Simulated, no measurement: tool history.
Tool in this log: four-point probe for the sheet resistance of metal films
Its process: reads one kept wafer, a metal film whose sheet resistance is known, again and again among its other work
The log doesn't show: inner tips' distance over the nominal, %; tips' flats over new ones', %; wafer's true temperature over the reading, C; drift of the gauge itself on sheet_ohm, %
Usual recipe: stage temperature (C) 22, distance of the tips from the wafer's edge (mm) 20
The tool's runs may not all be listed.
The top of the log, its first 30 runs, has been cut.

run    hour  stage temperature (C)  distance of the tips from the wafer's edge (mm)  touches since the probe head was changed  hours of work since the stage's thermometer was calibrated  sheet resistance as the instrument gives it (ohm/square)
 31  1691.8                     22                                                5                                     34799                                                        1207                                                  0.607367
 32  1726.1                     32                                               18                                     36733                                                        1231                                                  0.599029
 33  1785.4                     30                                                4                                     40068                                                        1274                                                  0.604815
 34  1837.3                     30                                                4                                     42985                                                        1311                                                  0.604738
 35    1887                     30                                                4                                     45781                                                        1346                                                  0.604805
 36  1918.7                     30                                               21                                     47568                                                        1369                                                  0.600086
 37  1958.7                     22                                               20                                     49819                                                        1397                                                  0.604196
 38  2020.9                     21                                                7                                     53316                                                        1442                                                  0.606528

The next listed run, before its measurement:
 39  2066.9                     33                                               45                                     55904                                                        1475                                                         ?

Run 39 came out at sheet resistance as the instrument gives it (ohm/square) 0.598342.
On a tool with no hidden condition, and with the same random variation, this run would have come out at sheet resistance as the instrument gives it (ohm/square) 0.598544.

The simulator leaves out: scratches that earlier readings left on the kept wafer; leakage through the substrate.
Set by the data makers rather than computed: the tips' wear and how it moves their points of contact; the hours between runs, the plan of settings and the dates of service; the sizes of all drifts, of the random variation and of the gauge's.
